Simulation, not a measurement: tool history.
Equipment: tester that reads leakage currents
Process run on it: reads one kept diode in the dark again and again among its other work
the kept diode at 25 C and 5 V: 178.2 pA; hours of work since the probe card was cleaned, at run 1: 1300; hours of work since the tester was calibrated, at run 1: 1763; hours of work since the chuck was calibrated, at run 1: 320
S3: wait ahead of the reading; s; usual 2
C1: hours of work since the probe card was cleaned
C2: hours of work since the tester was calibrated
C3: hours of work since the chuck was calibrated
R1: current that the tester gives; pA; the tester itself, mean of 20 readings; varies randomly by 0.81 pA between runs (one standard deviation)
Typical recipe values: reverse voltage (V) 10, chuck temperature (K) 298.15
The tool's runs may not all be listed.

Run 1, hour 0: usual settings; C1 1300; C2 1763; C3 320. Result: R1 284.19 pA.
Run 2, hour 54.9: usual settings; C1 1326; C2 1790; C3 347. Result: R1 283.96 pA.
Run 3, hour 145.8: usual settings; C1 1371; C2 1835; C3 392. Result: R1 285.86 pA.
Run 4, hour 205: usual settings; C1 1400; C2 1863; C3 420. Result: R1 286.66 pA.
Run 5, hour 281.5: usual settings; C1 1437; C2 1901; C3 458. Result: R1 289 pA.
Run 6, hour 360.2: usual settings; C1 1475; C2 1939; C3 496. Result: R1 290.27 pA.
Run 7, hour 400.2: usual settings; C1 1495; C2 1959; C3 516. Result: R1 290.79 pA.
Run 8, hour 449.6: usual settings but S3 0.51 s; C1 1519; C2 1983; C3 540. Result: R1 294.75 pA.
Run 9, hour 506.1: usual settings but S3 0.51 s; C1 1547; C2 2010; C3 567. Result: R1 295.37 pA.
Run 10, hour 554.1: usual settings; C1 1570; C2 2034; C3 591. Result: R1 295.01 pA.
Run 11, hour 605.4: usual settings; C1 1595; C2 2059; C3 616. Result: R1 295.31 pA.
Run 12, hour 688.4: usual settings; C1 1635; C2 2099; C3 656. Result: R1 296.47 pA.
Run 13, hour 774.6: usual settings; C1 1678; C2 2141; C3 698. Result: R1 298.52 pA.
Run 14, hour 833.7: usual settings; C1 1706; C2 2170; C3 727. Result: R1 298.74 pA.
Run 15, hour 891: usual settings but reverse voltage (V) 6.9, chuck temperature (K) 318.15, S3 0.64 s; C1 1734; C2 2198; C3 755. Result: R1 1080.16 pA.
Run 16, hour 969.4: usual settings but reverse voltage (V) 11.1, chuck temperature (K) 318.15, S3 5.35 s; C1 1773; C2 2236; C3 793. Result: R1 1433.15 pA.
Run 17, hour 1019.4: usual settings but reverse voltage (V) 1.4, chuck temperature (K) 294.15, S3 5.45 s; C1 1797; C2 2261; C3 818. Result: R1 68.05 pA.
Run 18, hour 1098: usual settings but reverse voltage (V) 2, chuck temperature (K) 328.15, S3 0.69 s; C1 1835; C2 2299; C3 856. Result: R1 1050.84 pA.
Run 19, hour 1192.6: usual settings but reverse voltage (V) 2, chuck temperature (K) 328.15, S3 0.69 s; C1 1881; C2 2345; C3 902. Result: R1 1056.32 pA.
Run 20, hour 1235.7: usual settings but reverse voltage (V) 2, chuck temperature (K) 328.15, S3 0.69 s; C1 1902; C2 2366; C3 923. Result: R1 1058.22 pA.
Run 21, hour 1304.4: usual settings but reverse voltage (V) 1.4, chuck temperature (K) 302.15, S3 3.31 s; C1 1936; C2 2400; C3 957. Result: R1 131.96 pA.
Run 22, hour 1384.2: usual settings but chuck temperature (K) 315.15; C1 1975; C2 2439; C3 996. Result: R1 1114.15 pA.
Run 23, hour 1430.9: usual settings but reverse voltage (V) 10.9, chuck temperature (K) 300.15, S3 0.41 s; C1 1998; C2 2462; C3 1019. Result: R1 387.26 pA.
Run 24, hour 1523.1: usual settings but reverse voltage (V) 10.4; C1 2043; C2 2507; C3 1064. Result: R1 319.48 pA.
At hour 1559.5: probe card cleaned and baked.
Run 25, hour 1595.2: usual settings but reverse voltage (V) 10.4; C1 17; C2 2540; C3 1097. Result: R1 311.42 pA.
Run 26, hour 1686.7: usual settings but reverse voltage (V) 14.8, chuck temperature (K) 306.15, S3 3.65 s; C1 62; C2 2585; C3 1142. Result: R1 720.51 pA.
Run 27, hour 1769.8: usual settings but reverse voltage (V) 14.8, chuck temperature (K) 306.15, S3 3.65 s; C1 103; C2 2626; C3 1183. Result: R1 723.66 pA.
Run 28, hour 1826.9: usual settings but reverse voltage (V) 1.5, chuck temperature (K) 306.15, S3 2.89 s; C1 130; C2 2653; C3 1210. Result: R1 190.46 pA.

Here are 5 independent what-if runs from the current tool condition. What would each one return?
Run A, hour 1890.4: usual settings but reverse voltage (V) 6.4, chuck temperature (K) 310.15, S3 1.25 s; C1 161; C2 2684; C3 1241. Result: R1 ?.
Run B, hour 1890.4: usual settings but reverse voltage (V) 1.5, chuck temperature (K) 306.15, S3 0.58 s; C1 161; C2 2684; C3 1241. Result: R1 ?.
Run C, hour 1890.4: usual settings but reverse voltage (V) 5.7, chuck temperature (K) 306.15, S3 7.35 s; C1 161; C2 2684; C3 1241. Result: R1 ?.
Run D, hour 1890.4: usual settings but S3 0.91 s; C1 161; C2 2684; C3 1241. Result: R1 ?.
Run E, hour 1890.4: usual settings but reverse voltage (V) 1.5, chuck temperature (K) 315.15, S3 1.17 s; C1 161; C2 2684; C3 1241. Result: R1 ?.

run      R1
  A  608.05
  B  190.91
  C  417.28
  D  310.44
  E  372.25
Take away the tool's hidden state, keep each run's random variation, and the runs would have read:
run      R1
  A  531.91
  B  166.51
  C  363.68
  D  268.52
  E  327.07

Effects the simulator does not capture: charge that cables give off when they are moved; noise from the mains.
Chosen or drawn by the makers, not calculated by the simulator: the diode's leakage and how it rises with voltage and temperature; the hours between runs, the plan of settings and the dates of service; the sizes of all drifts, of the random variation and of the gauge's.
